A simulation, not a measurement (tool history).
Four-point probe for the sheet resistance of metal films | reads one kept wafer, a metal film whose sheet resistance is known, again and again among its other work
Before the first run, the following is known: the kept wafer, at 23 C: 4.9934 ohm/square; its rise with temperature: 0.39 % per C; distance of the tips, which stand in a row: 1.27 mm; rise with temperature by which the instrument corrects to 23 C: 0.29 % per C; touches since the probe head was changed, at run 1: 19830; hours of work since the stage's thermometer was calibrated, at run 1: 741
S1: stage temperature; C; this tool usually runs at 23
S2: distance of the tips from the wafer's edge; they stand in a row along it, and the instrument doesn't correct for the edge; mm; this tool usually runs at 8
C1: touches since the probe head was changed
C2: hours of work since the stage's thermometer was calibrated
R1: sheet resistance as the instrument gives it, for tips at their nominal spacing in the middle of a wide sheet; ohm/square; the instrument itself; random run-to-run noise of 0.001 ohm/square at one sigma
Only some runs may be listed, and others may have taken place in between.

Run 1, hour 0.0: usual settings; C1 19830; C2 741. Result: R1 5.049702 ohm/square.
Run 2, hour 102.4: usual settings; C1 23972; C2 802. Result: R1 5.044871 ohm/square.
Run 3, hour 195.4: usual settings; C1 27735; C2 857. Result: R1 5.041935 ohm/square.
Run 4, hour 302.1: usual settings; C1 32056; C2 920. Result: R1 5.039727 ohm/square.
Run 5, hour 373.5: usual settings; C1 34944; C2 963. Result: R1 5.039561 ohm/square.
Run 6, hour 464.1: usual settings but S2 4 mm; C1 38612; C2 1017. Result: R1 5.223816 ohm/square.
Run 7, hour 547.7: usual settings; C1 41994; C2 1066. Result: R1 5.032910 ohm/square.
Run 8, hour 673.2: usual settings; C1 47070; C2 1141. Result: R1 5.028886 ohm/square.
Run 9, hour 793.0: usual settings; C1 51918; C2 1212. Result: R1 5.025643 ohm/square.
Run 10, hour 879.3: usual settings; C1 55414; C2 1263. Result: R1 5.023255 ohm/square.
Run 11, hour 957.1: usual settings but S2 49 mm; C1 58561; C2 1310. Result: R1 4.955866 ohm/square.
Run 12, hour 1013.5: usual settings but S2 49 mm; C1 60843; C2 1343. Result: R1 4.955042 ohm/square.
Run 13, hour 1113.2: usual settings but S1 22 C; C1 64878; C2 1402. Result: R1 5.011458 ohm/square.
Run 14, hour 1181.9: usual settings but S1 22 C, S2 11 mm; C1 67658; C2 1443. Result: R1 4.977692 ohm/square.
Run 15, hour 1239.3: usual settings but S1 22 C, S2 11 mm; C1 69979; C2 1477. Result: R1 4.977270 ohm/square.
Run 16, hour 1306.3: usual settings but S1 22 C, S2 11 mm; C1 72691; C2 1517. Result: R1 4.974908 ohm/square.
Run 17, hour 1396.1: usual settings but S1 22 C, S2 11 mm; C1 76323; C2 1570. Result: R1 4.971689 ohm/square.
Run 18, hour 1509.9: usual settings but S1 22 C, S2 11 mm; C1 80931; C2 1638. Result: R1 4.969522 ohm/square.
Run 19, hour 1588.6: usual settings but S2 25 mm; C1 84114; C2 1685. Result: R1 4.942956 ohm/square.
Run 20, hour 1703.4: usual settings but S2 4 mm; C1 88759; C2 1753. Result: R1 5.186539 ohm/square.
Run 21, hour 1807.2: usual settings but S2 4 mm; C1 92960; C2 1815. Result: R1 5.183388 ohm/square.
At hour 1815.1: stage's thermometer calibrated.
Run 22, hour 1926.7: usual settings but S2 20 mm; C1 97776; C2 66. Result: R1 4.932923 ohm/square.
Run 23, hour 1993.5: usual settings but S1 22 C; C1 100479; C2 106. Result: R1 4.982106 ohm/square.
At hour 2060.8: stage's thermometer calibrated, once more.
Run 24, hour 2099.8: usual settings but S1 22 C; C1 104759; C2 23. Result: R1 4.991316 ohm/square.
Run 25, hour 2195.0: usual settings but S1 22 C; C1 108613; C2 80. Result: R1 4.989975 ohm/square.
At hour 2284.9: new probe head fitted.
Run 26, hour 2324.5: usual settings but S1 22 C, S2 15 mm; C1 1604; C2 156. Result: R1 5.019503 ohm/square.
Run 27, hour 2438.6: usual settings but S1 21 C, S2 56 mm; C1 6222; C2 224. Result: R1 4.994364 ohm/square.
Run 28, hour 2502.3: usual settings but S1 22 C, S2 56 mm; C1 8799; C2 262. Result: R1 4.998500 ohm/square.
Run 29, hour 2607.5: usual settings but S1 22 C, S2 56 mm; C1 13058; C2 324. Result: R1 4.992696 ohm/square.
Run 30, hour 2703.0: usual settings but S1 28 C, S2 26 mm; C1 16922; C2 381. Result: R1 5.027337 ohm/square.
Run 31, hour 2807.7: usual settings but S1 28 C, S2 26 mm; C1 21159; C2 443. Result: R1 5.023423 ohm/square.
Run 32, hour 2888.7: usual settings but S1 32 C, S2 6 mm; C1 24435; C2 491. Result: R1 5.152868 ohm/square.
Run 33, hour 3008.0: usual settings but S1 30 C, S2 43 mm; C1 29263; C2 562. Result: R1 5.023908 ohm/square.
Run 34, hour 3079.4: usual settings but S1 18 C, S2 3 mm; C1 32151; C2 604. Result: R1 5.391665 ohm/square.
Run 35, hour 3168.6: usual settings but S1 19 C, S2 3 mm; C1 35764; C2 658. Result: R1 5.393295 ohm/square.
Run 36, hour 3295.2: usual settings but S2 3 mm; C1 40886; C2 733. Result: R1 5.414318 ohm/square.
Run 37, hour 3370.3: usual settings but S2 3 mm; C1 43924; C2 777. Result: R1 5.408923 ohm/square.
Run 38, hour 3447.9: usual settings but S2 3 mm; C1 47066; C2 823. Result: R1 5.408753 ohm/square.
Run 39, hour 3504.4: usual settings but S1 18 C, S2 44 mm; C1 49350; C2 857. Result: R1 4.947616 ohm/square.
Run 40, hour 3625.4: usual settings but S1 22 C, S2 16 mm; C1 54247; C2 929. Result: R1 4.980417 ohm/square.
Run 41, hour 3700.4: usual settings but S1 18 C, S2 14 mm; C1 57283; C2 973. Result: R1 4.962293 ohm/square.
Run 42, hour 3760.7: usual settings but S1 19 C, S2 13 mm; C1 59723; C2 1009. Result: R1 4.971052 ohm/square.
Run 43, hour 3848.4: usual settings but S1 18 C, S2 19 mm; C1 63270; C2 1061. Result: R1 4.948301 ohm/square.
Run 44, hour 3921.4: usual settings but S1 27 C, S2 38 mm; C1 66224; C2 1105. Result: R1 4.983599 ohm/square.
Run 45, hour 3978.8: usual settings but S1 24 C; C1 68549; C2 1139. Result: R1 5.031479 ohm/square.

Some steps in R1, run to run, broken into two amounts with sign: the step expected even without the hidden condition (settings, incoming material, random variation), and the rest, left for the hidden condition together with whatever gauge scatter is not in both the measured and the hidden-condition-free result:
The hidden state here: inner tips' distance over the nominal, %; tips' flats over new ones', %; wafer's true temperature over the reading, C; drift of the gauge itself on sheet_ohm, %.
Run 19 -> 20: S2 25 -> 4. R1 +0.243583 ohm/square: hidden state -0.005871, all else +0.249454.
Run 21 -> 22: S2 4 -> 20, stage's thermometer calibrated. R1 -0.250465 ohm/square: hidden state -0.005331, all else -0.245134.
Run 23 -> 24: stage's thermometer calibrated, once more. R1 +0.009210 ohm/square: hidden state +0.010927, all else -0.001717.
Run 25 -> 26: S2 8 -> 15, new probe head fitted. R1 +0.029528 ohm/square: hidden state +0.079300, all else -0.049772.
Run 33 -> 34: S1 30 -> 18, S2 43 -> 3. R1 +0.367757 ohm/square: hidden state -0.002971, all else +0.370728.
Run 38 -> 39: S1 23 -> 18, S2 3 -> 44. R1 -0.461137 ohm/square: hidden state +0.000155, all else -0.461292.

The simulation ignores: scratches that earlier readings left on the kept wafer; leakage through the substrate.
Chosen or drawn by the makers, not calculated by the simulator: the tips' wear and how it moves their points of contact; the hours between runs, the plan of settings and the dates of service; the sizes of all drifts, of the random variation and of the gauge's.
